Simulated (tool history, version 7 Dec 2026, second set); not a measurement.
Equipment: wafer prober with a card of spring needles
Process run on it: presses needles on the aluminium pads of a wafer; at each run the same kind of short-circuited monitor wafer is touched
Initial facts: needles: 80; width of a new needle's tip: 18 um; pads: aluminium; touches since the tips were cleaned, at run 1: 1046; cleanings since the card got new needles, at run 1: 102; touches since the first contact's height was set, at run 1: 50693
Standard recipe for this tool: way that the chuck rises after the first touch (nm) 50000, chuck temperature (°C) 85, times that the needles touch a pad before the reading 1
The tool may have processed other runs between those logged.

run,hour,way that the chuck rises after the first touch (nm),chuck temperature (°C),times that the needles touch a pad before the reading,touches since the tips were cleaned,cleanings since the card got new needles,touches since the first contact's height was set,resistance of one needle with its contact and lead (mohm),way that a needle slides on the pad (nm)
1,0,50000,85,1,1046,102,50693,249,12490
# hour 10.7: tips cleaned on abrasive film
# hour 23.1: tips cleaned on abrasive film
2,23.1,51000,85,1,0,104,62839,211,12710
# hour 36.9: tips cleaned on abrasive film
3,46.4,50000,85,1,5032,105,75104,351,12400
# hour 49.3: tips cleaned on abrasive film
# hour 60.4: tips cleaned on abrasive film
4,66.8,50000,85,1,3383,107,85786,312,12380
# hour 71.6: tips cleaned on abrasive film
# hour 84.1: tips cleaned on abrasive film
# hour 97.2: tips cleaned on abrasive film
5,101.4,50000,85,1,2186,110,103929,300,12310
# hour 109.7: tips cleaned on abrasive film
# hour 122.3: tips cleaned on abrasive film
6,128.9,50000,85,1,3535,112,118430,331,12280
# hour 134: tips cleaned on abrasive film
# hour 147.5: tips cleaned on abrasive film
7,155.9,50000,85,1,4475,114,132613,351,12150
# hour 158.8: tips cleaned on abrasive film
# hour 171.9: tips cleaned on abrasive film
# hour 184: tips cleaned on abrasive film
# hour 195.5: tips cleaned on abrasive film
8,195.5,50000,85,1,0,118,153348,206,12210
# hour 206.6: tips cleaned on abrasive film
# hour 220: tips cleaned on abrasive film
9,222.9,50000,85,1,1554,120,167761,272,12180
# hour 231.3: tips cleaned on abrasive film
# hour 239: tips cleaned on abrasive film, once more
# hour 252.5: tips cleaned on abrasive film
10,252.5,50000,85,1,0,123,183251,210,12170
# hour 266: tips cleaned on abrasive film
# hour 278.6: tips cleaned on abrasive film
# hour 292.4: tips cleaned on abrasive film
11,295.2,50000,85,1,1481,126,205722,281,11950
# hour 303.6: tips cleaned on abrasive film
# hour 303.9: height of the first contact set anew
# hour 316.3: tips cleaned on abrasive film
12,319.5,59000,85,1,1662,128,8198,239,14890
# hour 327.9: tips cleaned on abrasive film
# hour 340.6: tips cleaned on abrasive film
# hour 351.7: tips cleaned on abrasive film
13,361.4,50000,85,1,5116,131,30206,354,12650
# hour 364.2: tips cleaned on abrasive film
# hour 378: tips cleaned on abrasive film
# hour 391.9: tips cleaned on abrasive film
14,395.2,50000,85,1,1777,134,47975,280,12590
# hour 403.5: tips cleaned on abrasive film
# hour 416.2: tips cleaned on abrasive film
# hour 430.1: tips cleaned on abrasive film
15,436.9,66000,85,2,3626,137,69910,230,16470
# hour 441.8: tips cleaned on abrasive film
# hour 454.8: tips cleaned on abrasive film
# hour 467.4: tips cleaned on abrasive film
# hour 479.9: tips cleaned on abrasive film
16,479.9,67000,33,1,0,141,92420,178,16700
# hour 492.8: tips cleaned on abrasive film
# hour 504: tips cleaned on abrasive film
# hour 517.7: tips cleaned on abrasive film
17,524.6,50000,85,2,3657,144,115950,284,12370
# hour 530.1: tips cleaned on abrasive film
# hour 542.9: tips cleaned on abrasive film
18,553.8,31000,85,1,5804,146,131317,714,7450
# hour 556.6: tips cleaned on abrasive film
# hour 570: tips cleaned on abrasive film
# hour 583.2: tips cleaned on abrasive film
19,588.4,50000,35,1,2756,149,149450,325,12230
# hour 596.4: tips cleaned on abrasive film
# hour 609.9: tips cleaned on abrasive film
# hour 623.8: tips cleaned on abrasive film
20,628.7,39000,36,2,2639,152,170655,336,9320
# hour 637.1: tips cleaned on abrasive film
# hour 650.4: tips cleaned on abrasive film
# hour 661.5: tips cleaned on abrasive film
21,672.4,61000,36,1,5774,155,193618,321,14940
# hour 675.3: tips cleaned on abrasive film
# hour 689.2: tips cleaned on abrasive film
22,695.5,53000,85,1,3349,157,205758,326,12840
# hour 701: tips cleaned on abrasive film
# hour 704.1: height of the first contact set anew
# hour 712.4: tips cleaned on abrasive film
23,717,53000,116,3,2418,159,6799,236,13400
# hour 724.8: tips cleaned on abrasive film
# hour 735.9: tips cleaned on abrasive film
# hour 749.3: tips cleaned on abrasive film
24,752.4,45000,81,1,1654,162,25394,315,11330
# hour 762.7: tips cleaned on abrasive film
# hour 773.9: tips cleaned on abrasive film
25,778.4,53000,81,2,2416,164,39063,262,13340
# hour 786.4: tips cleaned on abrasive film
# hour 800.2: tips cleaned on abrasive film
# hour 812.2: card fitted with new needles
# hour 825.9: tips cleaned on abrasive film
26,833.6,41000,81,2,4077,1,11230,278,10310
# hour 839.2: tips cleaned on abrasive film
# hour 850.3: tips cleaned on abrasive film
# hour 861.4: tips cleaned on abrasive film
27,863.4,52000,43,1,1059,4,26892,214,13110

Consider 4 possible next runs. They are alternatives, not a sequence: every one starts from the tool as it was left by run 27. What does each give?
# hour 874.2: tips cleaned on abrasive film
# hour 887.3: tips cleaned on abrasive film
# hour 900.4: tips cleaned on abrasive film
A,902.5,50000,35,2,1112,7,47422,?,?
# hour 874.2: tips cleaned on abrasive film
# hour 887.3: tips cleaned on abrasive film
# hour 900.4: tips cleaned on abrasive film
B,902.5,62000,77,1,1112,7,47422,?,?
# hour 874.2: tips cleaned on abrasive film
# hour 887.3: tips cleaned on abrasive film
# hour 900.4: tips cleaned on abrasive film
C,902.5,44000,78,3,1112,7,47422,?,?
# hour 874.2: tips cleaned on abrasive film
# hour 887.3: tips cleaned on abrasive film
# hour 900.4: tips cleaned on abrasive film
D,902.5,42000,86,1,1112,7,47422,?,?

run,resistance of one needle with its contact and lead (mohm),way that a needle slides on the pad (nm)
A,207,12470
B,210,15540
C,214,11110
D,268,10550
Without the tool's unlogged condition, the same runs would have read:
run,resistance of one needle with its contact and lead (mohm),way that a needle slides on the pad (nm)
A,174,12600
B,176,15670
C,190,11240
D,196,10680

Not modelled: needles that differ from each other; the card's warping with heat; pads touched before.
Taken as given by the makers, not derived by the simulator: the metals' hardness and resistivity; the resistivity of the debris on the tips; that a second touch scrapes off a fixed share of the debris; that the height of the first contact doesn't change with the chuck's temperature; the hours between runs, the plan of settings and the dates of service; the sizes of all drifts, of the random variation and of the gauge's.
